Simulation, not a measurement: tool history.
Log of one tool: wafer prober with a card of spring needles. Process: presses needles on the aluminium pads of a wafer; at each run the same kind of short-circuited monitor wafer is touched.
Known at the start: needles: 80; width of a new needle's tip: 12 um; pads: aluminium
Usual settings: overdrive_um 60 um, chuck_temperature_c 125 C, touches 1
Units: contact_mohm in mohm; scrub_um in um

Run 1, day 0: usual settings. Result: contact_mohm 312 mohm, scrub_um 12.29 um.
At day 0.146: tips cleaned on abrasive film.
At day 0.288: tips cleaned on abrasive film.
At day 0.433: tips cleaned on abrasive film.
Run 2, day 0.546: usual settings. Result: contact_mohm 440 mohm, scrub_um 12.2 um.
At day 0.575: tips cleaned on abrasive film.
At day 0.721: tips cleaned on abrasive film.
At day 0.867: tips cleaned on abrasive film.
At day 1.008: tips cleaned on abrasive film.
At day 1.154: tips cleaned on abrasive film.
Run 3, day 1.175: usual settings. Result: contact_mohm 341 mohm, scrub_um 12.08 um.
At day 1.292: tips cleaned on abrasive film.
At day 1.408: tips cleaned on abrasive film.
Run 4, day 1.517: usual settings. Result: contact_mohm 427 mohm, scrub_um 12.11 um.
At day 1.55: tips cleaned on abrasive film.
At day 1.667: tips cleaned on abrasive film.
At day 1.808: tips cleaned on abrasive film.
At day 1.954: tips cleaned on abrasive film.
Run 5, day 2.012: usual settings. Result: contact_mohm 381 mohm, scrub_um 12 um.
At day 2.071: tips cleaned on abrasive film.
At day 2.217: tips cleaned on abrasive film.
At day 2.362: tips cleaned on abrasive film.
At day 2.504: tips cleaned on abrasive film.
At day 2.65: tips cleaned on abrasive film.
Run 6, day 2.712: usual settings. Result: contact_mohm 393 mohm, scrub_um 12.08 um.
At day 2.771: tips cleaned on abrasive film.
At day 2.917: tips cleaned on abrasive film.
At day 3.058: tips cleaned on abrasive film.
At day 3.175: tips cleaned on abrasive film.
Run 7, day 3.217: usual settings but overdrive_um 48 um. Result: contact_mohm 412 mohm, scrub_um 9.25 um.
At day 3.304: tips cleaned on abrasive film.
At day 3.446: tips cleaned on abrasive film.
At day 3.592: tips cleaned on abrasive film.
At day 3.738: tips cleaned on abrasive film.
At day 3.85: tips cleaned on abrasive film.
Run 8, day 3.875: usual settings but overdrive_um 48 um. Result: contact_mohm 389 mohm, scrub_um 9.21 um.
At day 3.992: tips cleaned on abrasive film.
At day 4.108: tips cleaned on abrasive film.
At day 4.25: tips cleaned on abrasive film.
At day 4.367: tips cleaned on abrasive film.
At day 4.483: tips cleaned on abrasive film.
Run 9, day 4.546: usual settings but chuck_temperature_c 75 C. Result: contact_mohm 397 mohm, scrub_um 11.61 um.
At day 4.608: tips cleaned on abrasive film.
At day 4.754: tips cleaned on abrasive film.
At day 4.896: tips cleaned on abrasive film.
At day 5.012: tips cleaned on abrasive film.
At day 5.158: tips cleaned on abrasive film.
At day 5.275: tips cleaned on abrasive film.
Run 10, day 5.296: usual settings. Result: contact_mohm 342 mohm, scrub_um 11.6 um.
At day 5.412: tips cleaned on abrasive film.
At day 5.508: height of the first contact set anew.
At day 5.542: tips cleaned on abrasive film.
At day 5.683: tips cleaned on abrasive film.
At day 5.8: tips cleaned on abrasive film.
At day 5.946: tips cleaned on abrasive film.
Run 11, day 5.971: usual settings. Result: contact_mohm 346 mohm, scrub_um 12.51 um.
At day 6.083: tips cleaned on abrasive film.
At day 6.229: tips cleaned on abrasive film.
At day 6.375: tips cleaned on abrasive film.
At day 6.517: tips cleaned on abrasive film.
At day 6.638: tips cleaned on abrasive film.
Run 12, day 6.638: usual settings. Result: contact_mohm 321 mohm, scrub_um 12.61 um.
At day 6.779: tips cleaned on abrasive film.
At day 6.896: tips cleaned on abrasive film.
At day 7.042: tips cleaned on abrasive film.
At day 7.158: tips cleaned on abrasive film.
Run 13, day 7.162: usual settings but overdrive_um 41 um. Result: contact_mohm 355 mohm, scrub_um 8.35 um.
At day 7.279: tips cleaned on abrasive film.
At day 7.396: tips cleaned on abrasive film.
At day 7.512: tips cleaned on abrasive film.
At day 7.658: tips cleaned on abrasive film.
Run 14, day 7.696: usual settings but overdrive_um 65 um, chuck_temperature_c 39 C. Result: contact_mohm 334 mohm, scrub_um 13.45 um.
At day 7.783: tips cleaned on abrasive film.
At day 7.9: tips cleaned on abrasive film.
At day 8.017: tips cleaned on abrasive film.
At day 8.162: tips cleaned on abrasive film.
Run 15, day 8.162: usual settings but overdrive_um 65 um, chuck_temperature_c 28 C. Result: contact_mohm 291 mohm, scrub_um 13.32 um.
At day 8.279: tips cleaned on abrasive film.
At day 8.425: tips cleaned on abrasive film.
At day 8.542: tips cleaned on abrasive film.
Run 16, day 8.629: usual settings but overdrive_um 62 um, chuck_temperature_c 69 C. Result: contact_mohm 399 mohm, scrub_um 12.51 um.
At day 8.662: tips cleaned on abrasive film.
At day 8.779: tips cleaned on abrasive film.
At day 8.921: tips cleaned on abrasive film.
At day 9.067: tips cleaned on abrasive film.
Run 17, day 9.162: usual settings but overdrive_um 62 um, chuck_temperature_c 69 C. Result: contact_mohm 423 mohm, scrub_um 12.59 um.
At day 9.192: tips cleaned on abrasive film.
At day 9.308: tips cleaned on abrasive film.
At day 9.454: tips cleaned on abrasive film.
Run 18, day 9.554: usual settings but overdrive_um 44 um, chuck_temperature_c 36 C, touches 2. Result: contact_mohm 476 mohm, scrub_um 8.83 um.
At day 9.588: tips cleaned on abrasive film.
At day 9.729: tips cleaned on abrasive film.
At day 9.875: tips cleaned on abrasive film.
At day 10.021: tips cleaned on abrasive film.
At day 10.138: tips cleaned on abrasive film.
Run 19, day 10.171: usual settings but chuck_temperature_c 84 C. Result: contact_mohm 358 mohm, scrub_um 12.14 um.
At day 10.258: tips cleaned on abrasive film.
At day 10.404: tips cleaned on abrasive film.
At day 10.546: tips cleaned on abrasive film.
At day 10.692: tips cleaned on abrasive film.
At day 10.838: tips cleaned on abrasive film.
At day 10.95: tips cleaned on abrasive film.
Run 20, day 10.971: usual settings but overdrive_um 41 um, chuck_temperature_c 84 C. Result: contact_mohm 412 mohm, scrub_um 8.08 um.
At day 11.088: tips cleaned on abrasive film.
At day 11.233: tips cleaned on abrasive film.
At day 11.375: tips cleaned on abrasive film.
At day 11.875: card fitted with new needles.
At day 11.992: tips cleaned on abrasive film.
At day 12.138: tips cleaned on abrasive film.
Run 21, day 12.217: usual settings but overdrive_um 57 um, chuck_temperature_c 102 C, touches 2. Result: contact_mohm 320 mohm, scrub_um 12.01 um.
At day 12.275: tips cleaned on abrasive film.
At day 12.392: tips cleaned on abrasive film.
At day 12.538: tips cleaned on abrasive film.
At day 12.683: tips cleaned on abrasive film.
At day 12.825: tips cleaned on abrasive film.
Run 22, day 12.838: usual settings but overdrive_um 57 um, chuck_temperature_c 102 C, touches 2. Result: contact_mohm 295 mohm, scrub_um 11.88 um.
At day 12.954: tips cleaned on abrasive film.
At day 13.1: tips cleaned on abrasive film.
At day 13.217: tips cleaned on abrasive film.
At day 13.358: tips cleaned on abrasive film.
At day 13.504: tips cleaned on abrasive film.
Run 23, day 13.521: usual settings but chuck_temperature_c 93 C. Result: contact_mohm 302 mohm, scrub_um 12.47 um.
At day 13.638: tips cleaned on abrasive film.
At day 13.783: tips cleaned on abrasive film.
At day 13.9: tips cleaned on abrasive film.
Run 24, day 13.967: usual settings but overdrive_um 48 um. Result: contact_mohm 358 mohm, scrub_um 9.91 um.
At day 14.025: tips cleaned on abrasive film.
At day 14.142: tips cleaned on abrasive film.
At day 14.283: tips cleaned on abrasive film.
At day 14.425: tips cleaned on abrasive film.
Run 25, day 14.425: usual settings but overdrive_um 78 um, chuck_temperature_c 57 C, touches 2. Result: contact_mohm 267 mohm, scrub_um 16.04 um.
At day 14.571: tips cleaned on abrasive film.
At day 14.717: tips cleaned on abrasive film.
Run 26, day 14.796: usual settings but overdrive_um 65 um, chuck_temperature_c 115 C. Result: contact_mohm 341 mohm, scrub_um 13.32 um.

Forecast each of these 3 alternatives for the next run:
At day 14.854: tips cleaned on abrasive film.
At day 15: tips cleaned on abrasive film.
At day 15.142: tips cleaned on abrasive film.
At day 15.258: tips cleaned on abrasive film.
At day 15.404: tips cleaned on abrasive film.
Run A, day 15.412: usual settings but overdrive_um 57 um, chuck_temperature_c 99 C, touches 2. Result: contact_mohm ?, scrub_um ?.
At day 14.854: tips cleaned on abrasive film.
At day 15: tips cleaned on abrasive film.
At day 15.142: tips cleaned on abrasive film.
At day 15.258: tips cleaned on abrasive film.
At day 15.404: tips cleaned on abrasive film.
Run B, day 15.412: usual settings but overdrive_um 65 um, chuck_temperature_c 96 C. Result: contact_mohm ?, scrub_um ?.
At day 14.854: tips cleaned on abrasive film.
At day 15: tips cleaned on abrasive film.
At day 15.142: tips cleaned on abrasive film.
At day 15.258: tips cleaned on abrasive film.
At day 15.404: tips cleaned on abrasive film.
Run C, day 15.412: usual settings but overdrive_um 71 um, chuck_temperature_c 106 C, touches 2. Result: contact_mohm ?, scrub_um ?.

run  contact_mohm  scrub_um
  A           299     11.55
  B           299     13.34
  C           287     14.67
Without the tool's hidden state the same runs would have given:
run  contact_mohm  scrub_um
  A           287     11.95
  B           283     13.74
  C           279     15.07

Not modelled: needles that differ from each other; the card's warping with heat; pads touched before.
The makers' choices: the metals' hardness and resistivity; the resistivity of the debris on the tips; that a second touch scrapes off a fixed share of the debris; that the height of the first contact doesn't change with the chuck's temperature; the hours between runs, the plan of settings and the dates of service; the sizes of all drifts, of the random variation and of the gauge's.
